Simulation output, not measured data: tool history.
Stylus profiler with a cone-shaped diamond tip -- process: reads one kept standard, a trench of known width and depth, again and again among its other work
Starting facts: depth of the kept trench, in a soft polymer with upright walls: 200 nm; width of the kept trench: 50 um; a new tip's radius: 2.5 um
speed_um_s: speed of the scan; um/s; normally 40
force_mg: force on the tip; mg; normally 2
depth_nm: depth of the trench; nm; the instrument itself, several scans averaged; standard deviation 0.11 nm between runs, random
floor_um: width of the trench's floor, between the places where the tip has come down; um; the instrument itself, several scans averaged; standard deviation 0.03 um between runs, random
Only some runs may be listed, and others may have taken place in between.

run   hour  speed_um_s  force_mg  depth_nm  floor_um
  1      0          40         2    202.09     47.79
  2   13.1          19         2    202.11     47.89
  3   21.3          19      3.49    203.07     47.94
  4   40.7          92         2    202.14     47.47
  5   53.2          92         2    201.88     47.51
  6   69.1          92         2    202.07     47.48
  7   85.8          40         2    202.03     47.76
  8  101.4          40      5.98    204.34      47.9
  9  111.4          40         2    202.04      47.8
 10  123.1          40      1.89    201.93     47.81
 11  140.4          45         2    201.93     47.76
 12  150.3          45         2    202.16     47.69
 13  168.4          45         2    202.05     47.86
 14  186.8         123         2    201.99     47.28
 15  206.6          40      5.03    203.87     47.85
 16  215.7          40      5.03    203.57     47.91
 17  228.9          40      5.03    203.52     47.86
 18  243.2          40      5.03     203.8     47.89
 19    254          40         2    201.85     47.78
 20  271.1          54      5.39    203.76      47.8
 21  284.2          57      3.15    202.71     47.77
 22  298.7          57      3.15    202.74     47.73
 23  308.3          57      3.15    202.76     47.75
 24  323.7          57      3.15     202.8     47.73
 25  342.9          37      4.47    203.39     47.87
 26    355          37      4.47    203.55      47.9
 27  368.6          17      2.18    202.08     47.97
 28    381          17      2.18    202.25     47.96

Run 29 has not been measured yet. What should we expect?
 29  394.6          95      4.74         ?         ?

{"run 29": {"depth_nm": 203.58, "floor_um": 47.65}}
Minus the tool's unlogged condition, the same run would have read depth_nm 203.58 nm, floor_um 47.65 um.
